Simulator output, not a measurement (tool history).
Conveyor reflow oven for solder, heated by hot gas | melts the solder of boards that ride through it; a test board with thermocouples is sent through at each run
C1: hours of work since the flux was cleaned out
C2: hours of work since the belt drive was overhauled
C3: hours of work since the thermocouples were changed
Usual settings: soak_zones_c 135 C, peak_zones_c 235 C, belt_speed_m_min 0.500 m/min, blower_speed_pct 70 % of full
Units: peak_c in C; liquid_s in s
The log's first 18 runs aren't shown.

Run 19, hour 969.3: usual settings but soak_zones_c 145 C, blower_speed_pct 68 % of full; C1 346; C2 813; C3 127. Result: peak_c 218.0 C, liquid_s 57.2 s.
Run 20, hour 1018.1: usual settings but belt_speed_m_min 0.531 m/min, blower_speed_pct 87 % of full; C1 367; C2 833; C3 147. Result: peak_c 218.0 C, liquid_s 50.3 s.
Run 21, hour 1086.9: usual settings but soak_zones_c 142 C, belt_speed_m_min 0.447 m/min, blower_speed_pct 67 % of full; C1 396; C2 863; C3 177. Result: peak_c 220.6 C, liquid_s 64.8 s.
Run 22, hour 1159.7: usual settings but soak_zones_c 146 C, peak_zones_c 232 C; C1 427; C2 894; C3 208. Result: peak_c 216.4 C, liquid_s 55.9 s.
Run 23, hour 1202.9: usual settings but soak_zones_c 136 C, belt_speed_m_min 0.428 m/min; C1 446; C2 912; C3 226. Result: peak_c 222.1 C, liquid_s 66.7 s.
Run 24, hour 1278.0: usual settings but soak_zones_c 146 C, peak_zones_c 230 C, belt_speed_m_min 0.429 m/min, blower_speed_pct 66 % of full; C1 478; C2 944; C3 258. Result: peak_c 218.1 C, liquid_s 67.5 s.
At hour 1332.2: flux residue cleaned out of gas plates and filters.
Run 25, hour 1337.1: usual settings but soak_zones_c 149 C, belt_speed_m_min 0.461 m/min; C1 2; C2 967; C3 281. Result: peak_c 221.6 C, liquid_s 66.4 s.
Run 26, hour 1397.6: usual settings but peak_zones_c 237 C, belt_speed_m_min 0.569 m/min; C1 28; C2 993; C3 307. Result: peak_c 213.9 C, liquid_s 43.1 s.
Run 27, hour 1446.2: usual settings but peak_zones_c 237 C, belt_speed_m_min 0.569 m/min; C1 48; C2 1013; C3 327. Result: peak_c 213.9 C, liquid_s 43.4 s.
Run 28, hour 1507.3: usual settings but peak_zones_c 249 C, blower_speed_pct 71 % of full; C1 74; C2 1039; C3 353. Result: peak_c 229.2 C, liquid_s 60.5 s.
At hour 1523.4: belt drive overhauled, speed set with a stopwatch.
Run 29, hour 1545.9: usual settings but soak_zones_c 134 C, peak_zones_c 249 C, belt_speed_m_min 0.559 m/min, blower_speed_pct 71 % of full; C1 89; C2 10; C3 368. Result: peak_c 224.4 C, liquid_s 51.0 s.
Run 30, hour 1594.2: usual settings but soak_zones_c 134 C, peak_zones_c 249 C, belt_speed_m_min 0.559 m/min, blower_speed_pct 71 % of full; C1 110; C2 30; C3 388. Result: peak_c 224.6 C, liquid_s 51.1 s.
Run 31, hour 1645.7: usual settings but peak_zones_c 232 C; C1 131; C2 52; C3 410. Result: peak_c 214.2 C, liquid_s 50.4 s.
Run 32, hour 1694.2: usual settings but soak_zones_c 140 C, peak_zones_c 240 C, belt_speed_m_min 0.479 m/min, blower_speed_pct 56 % of full; C1 152; C2 73; C3 431. Result: peak_c 220.0 C, liquid_s 58.7 s.

3 ways to go on from here, each from the tool as it stands after run 32. What would each give?
Run A, hour 1760.8: usual settings but soak_zones_c 140 C, peak_zones_c 240 C, belt_speed_m_min 0.479 m/min, blower_speed_pct 73 % of full; C1 180; C2 101; C3 459. Result: peak_c ?, liquid_s ?.
Run B, hour 1760.8: usual settings but soak_zones_c 145 C, belt_speed_m_min 0.591 m/min, blower_speed_pct 75 % of full; C1 180; C2 101; C3 459. Result: peak_c ?, liquid_s ?.
Run C, hour 1760.8: usual settings but soak_zones_c 140 C, peak_zones_c 229 C, belt_speed_m_min 0.567 m/min, blower_speed_pct 54 % of full; C1 180; C2 101; C3 459. Result: peak_c ?, liquid_s ?.

run  peak_c  liquid_s
  A   223.9      61.6
  B   214.0      44.6
  C   204.5      36.0
Without the tool's hidden state the same runs would have given:
run  peak_c  liquid_s
  A   224.0      61.7
  B   214.1      44.7
  C   204.6      36.0
